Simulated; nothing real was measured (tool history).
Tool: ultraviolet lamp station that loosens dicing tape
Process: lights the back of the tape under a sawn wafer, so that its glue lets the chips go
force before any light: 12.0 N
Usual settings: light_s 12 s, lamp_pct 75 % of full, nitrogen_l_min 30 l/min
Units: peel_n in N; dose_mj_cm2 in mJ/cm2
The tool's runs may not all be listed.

run 1 hour=0 | light_s=12 lamp_pct=75 nitrogen_l_min=30 | peel_n=0.57 dose_mj_cm2=516
run 2 hour=19.2 | light_s=12 lamp_pct=75 nitrogen_l_min=58 | peel_n=0.371 dose_mj_cm2=516
run 3 hour=39.3 | light_s=17 lamp_pct=75 nitrogen_l_min=30 | peel_n=0.29 dose_mj_cm2=730
run 4 hour=63.8 | light_s=17 lamp_pct=75 nitrogen_l_min=30 | peel_n=0.299 dose_mj_cm2=729
run 5 hour=80.3 | light_s=17 lamp_pct=75 nitrogen_l_min=30 | peel_n=0.282 dose_mj_cm2=720
run 6 hour=102.9 | light_s=17 lamp_pct=75 nitrogen_l_min=30 | peel_n=0.284 dose_mj_cm2=727
run 7 hour=117.9 | light_s=8 lamp_pct=75 nitrogen_l_min=30 | peel_n=1.393 dose_mj_cm2=343
run 8 hour=142.1 | light_s=18 lamp_pct=75 nitrogen_l_min=30 | peel_n=0.27 dose_mj_cm2=767
run 9 hour=165.2 | light_s=19 lamp_pct=75 nitrogen_l_min=30 | peel_n=0.257 dose_mj_cm2=811
run 10 hour=181.2 | light_s=12 lamp_pct=97 nitrogen_l_min=30 | peel_n=0.332 dose_mj_cm2=665
run 11 hour=205.1 | light_s=12 lamp_pct=97 nitrogen_l_min=30 | peel_n=0.355 dose_mj_cm2=658
run 12 hour=216.8 | light_s=8 lamp_pct=97 nitrogen_l_min=30 | peel_n=0.817 dose_mj_cm2=441
run 13 hour=237.2 | light_s=8 lamp_pct=97 nitrogen_l_min=30 | peel_n=0.816 dose_mj_cm2=445
run 14 hour=258 | light_s=12 lamp_pct=75 nitrogen_l_min=30 | peel_n=0.58 dose_mj_cm2=513
run 15 hour=276.5 | light_s=7 lamp_pct=75 nitrogen_l_min=30 | peel_n=1.857 dose_mj_cm2=301
run 16 hour=292.8 | light_s=10 lamp_pct=75 nitrogen_l_min=30 | peel_n=0.912 dose_mj_cm2=428
run 17 hour=319.1 | light_s=12 lamp_pct=75 nitrogen_l_min=30 | peel_n=0.576 dose_mj_cm2=505
run 18 hour=342.5 | light_s=12 lamp_pct=75 nitrogen_l_min=30 | peel_n=0.572 dose_mj_cm2=504
run 19 hour=365.6 | light_s=12 lamp_pct=75 nitrogen_l_min=30 | peel_n=0.611 dose_mj_cm2=508
run 20 hour=387.2 | light_s=12 lamp_pct=75 nitrogen_l_min=30 | peel_n=0.57 dose_mj_cm2=515
run 21 hour=407.5 | light_s=12 lamp_pct=75 nitrogen_l_min=34 | peel_n=0.526 dose_mj_cm2=513
run 22 hour=422.7 | light_s=12 lamp_pct=75 nitrogen_l_min=34 | peel_n=0.527 dose_mj_cm2=504
run 23 hour=439.8 | light_s=11 lamp_pct=93 nitrogen_l_min=30 | peel_n=0.438 dose_mj_cm2=581
run 24 hour=455.5 | light_s=11 lamp_pct=93 nitrogen_l_min=30 | peel_n=0.442 dose_mj_cm2=578
run 25 hour=478.4 | light_s=11 lamp_pct=93 nitrogen_l_min=30 | peel_n=0.438 dose_mj_cm2=585
run 26 hour=490 | light_s=14 lamp_pct=72 nitrogen_l_min=45 | peel_n=0.338 dose_mj_cm2=572
run 27 hour=510.8 | light_s=24 lamp_pct=68 nitrogen_l_min=25 | peel_n=0.227 dose_mj_cm2=927
run 28 hour=534.9 | light_s=24 lamp_pct=68 nitrogen_l_min=25 | peel_n=0.235 dose_mj_cm2=940
run 29 hour=553.1 | light_s=17 lamp_pct=69 nitrogen_l_min=29 | peel_n=0.319 dose_mj_cm2=665
run 30 hour=578.7 | light_s=17 lamp_pct=69 nitrogen_l_min=29 | peel_n=0.349 dose_mj_cm2=669
run 31 hour=598.4 | light_s=12 lamp_pct=75 nitrogen_l_min=30 | peel_n=0.579 dose_mj_cm2=509
run 32 hour=620.9 | light_s=12 lamp_pct=84 nitrogen_l_min=41 | peel_n=0.362 dose_mj_cm2=567
run 33 hour=631.9 | light_s=8 lamp_pct=64 nitrogen_l_min=40 | peel_n=1.506 dose_mj_cm2=288
run 34 hour=644.9 | light_s=16 lamp_pct=75 nitrogen_l_min=27 | peel_n=0.344 dose_mj_cm2=685
run 35 hour=668 | light_s=16 lamp_pct=75 nitrogen_l_min=38 | peel_n=0.278 dose_mj_cm2=686
run 36 hour=684.1 | light_s=12 lamp_pct=73 nitrogen_l_min=41 | peel_n=0.486 dose_mj_cm2=503
run 37 hour=702.6 | light_s=9 lamp_pct=81 nitrogen_l_min=30 | peel_n=0.941 dose_mj_cm2=415
run 38 hour=715.2 | light_s=9 lamp_pct=81 nitrogen_l_min=30 | peel_n=0.932 dose_mj_cm2=417
run 39 hour=731.9 | light_s=7 lamp_pct=88 nitrogen_l_min=30 | peel_n=1.375 dose_mj_cm2=349
run 40 hour=749 | light_s=11 lamp_pct=90 nitrogen_l_min=26 | peel_n=0.537 dose_mj_cm2=565
run 41 hour=767.2 | light_s=9 lamp_pct=65 nitrogen_l_min=11 | peel_n=2.906 dose_mj_cm2=331
run 42 hour=782.1 | light_s=18 lamp_pct=65 nitrogen_l_min=10 | peel_n=0.82 dose_mj_cm2=662

Not shown: 2 entries that the log had between the listed runs. Between which runs, and how does the tool's hidden state differ before and after?
Between runs 13 and 14: window cleaned of glue's vapour (hour 239.9)
  no hidden state differs between the two runs
Between runs 36 and 37: window cleaned of glue's vapour (hour 702.6)
  no hidden state differs between the two runs

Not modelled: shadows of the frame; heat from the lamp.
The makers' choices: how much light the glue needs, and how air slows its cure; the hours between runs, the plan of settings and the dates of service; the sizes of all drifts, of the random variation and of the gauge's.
